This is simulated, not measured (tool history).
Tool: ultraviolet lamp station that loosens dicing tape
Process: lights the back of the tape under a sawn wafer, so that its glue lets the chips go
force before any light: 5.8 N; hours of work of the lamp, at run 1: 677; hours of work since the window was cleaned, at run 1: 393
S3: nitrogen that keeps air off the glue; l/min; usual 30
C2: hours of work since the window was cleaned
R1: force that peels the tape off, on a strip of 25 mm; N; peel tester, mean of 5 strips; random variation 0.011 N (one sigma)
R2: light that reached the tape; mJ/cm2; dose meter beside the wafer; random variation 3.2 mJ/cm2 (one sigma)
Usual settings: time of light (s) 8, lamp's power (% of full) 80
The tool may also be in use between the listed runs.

Run 1, day 0: usual settings; hours of work of the lamp 677; C2 393. Result: R1 0.625 N, R2 427 mJ/cm2.
Run 2, day 3.596: usual settings; hours of work of the lamp 734; C2 450. Result: R1 0.653 N, R2 416 mJ/cm2.
At day 4.908: window cleaned of glue's vapour.
Run 3, day 7.483: usual settings but lamp's power (% of full) 91; hours of work of the lamp 795; C2 41. Result: R1 0.597 N, R2 443 mJ/cm2.
Run 4, day 10.958: usual settings but lamp's power (% of full) 91; hours of work of the lamp 851; C2 96. Result: R1 0.632 N, R2 426 mJ/cm2.
Run 5, day 14.158: usual settings but lamp's power (% of full) 91; hours of work of the lamp 902; C2 147. Result: R1 0.64 N, R2 427 mJ/cm2.
At day 16.679: window cleaned of glue's vapour, once more.
Run 6, day 18.358: usual settings; hours of work of the lamp 968; C2 27. Result: R1 0.639 N, R2 423 mJ/cm2.
Run 7, day 20.733: usual settings; hours of work of the lamp 1006; C2 65. Result: R1 0.646 N, R2 420 mJ/cm2.
Run 8, day 24.833: usual settings; hours of work of the lamp 1071; C2 130. Result: R1 0.654 N, R2 412 mJ/cm2.
Run 9, day 29.183: usual settings; hours of work of the lamp 1140; C2 199. Result: R1 0.722 N, R2 407 mJ/cm2.
Run 10, day 33.121: usual settings; hours of work of the lamp 1203; C2 262. Result: R1 0.733 N, R2 397 mJ/cm2.
Run 11, day 35.962: usual settings; hours of work of the lamp 1248; C2 307. Result: R1 0.744 N, R2 387 mJ/cm2.
Run 12, day 38.079: usual settings; hours of work of the lamp 1282; C2 341. Result: R1 0.761 N, R2 383 mJ/cm2.
Run 13, day 41.867: usual settings; hours of work of the lamp 1342; C2 401. Result: R1 0.744 N, R2 376 mJ/cm2.
Run 14, day 44.083: usual settings; hours of work of the lamp 1377; C2 436. Result: R1 0.823 N, R2 371 mJ/cm2.
At day 45.183: lamp changed.
At day 46.408: window cleaned of glue's vapour.
Run 15, day 47.717: usual settings but lamp's power (% of full) 88; hours of work of the lamp 40; C2 21. Result: R1 0.451 N, R2 529 mJ/cm2.
Run 16, day 51.15: usual settings but S3 55 l/min; hours of work of the lamp 95; C2 75. Result: R1 0.394 N, R2 478 mJ/cm2.
Run 17, day 55.204: usual settings but S3 55 l/min; hours of work of the lamp 159; C2 140. Result: R1 0.403 N, R2 470 mJ/cm2.
Run 18, day 59.379: usual settings but lamp's power (% of full) 95, S3 37 l/min; hours of work of the lamp 226; C2 206. Result: R1 0.401 N, R2 548 mJ/cm2.
Run 19, day 61.262: usual settings but lamp's power (% of full) 94, S3 32 l/min; hours of work of the lamp 256; C2 236. Result: R1 0.43 N, R2 531 mJ/cm2.
Run 20, day 63.258: usual settings but S3 57 l/min; hours of work of the lamp 287; C2 268. Result: R1 0.411 N, R2 449 mJ/cm2.
Run 21, day 65.246: usual settings but time of light (s) 12, S3 34 l/min; hours of work of the lamp 319; C2 300. Result: R1 0.312 N, R2 666 mJ/cm2.
Run 22, day 68.358: usual settings but time of light (s) 6, lamp's power (% of full) 86, S3 34 l/min; hours of work of the lamp 369; C2 349. Result: R1 0.844 N, R2 354 mJ/cm2.
Run 23, day 71.046: usual settings but time of light (s) 10, lamp's power (% of full) 95, S3 52 l/min; hours of work of the lamp 411; C2 392. Result: R1 0.289 N, R2 636 mJ/cm2.
Run 24, day 72.975: usual settings but time of light (s) 14, lamp's power (% of full) 96; hours of work of the lamp 442; C2 423. Result: R1 0.259 N, R2 900 mJ/cm2.

Forecast run 25:
At day 76.088: window cleaned of glue's vapour.
Run 25, day 76.517: usual settings but time of light (s) 14, lamp's power (% of full) 96; hours of work of the lamp 498; C2 7. Result: R1 ?, R2 ?.

R1: 0.261 N
R2: 954 mJ/cm2
Without the tool's hidden state the same run would have given R1 0.253 N, R2 1057 mJ/cm2.
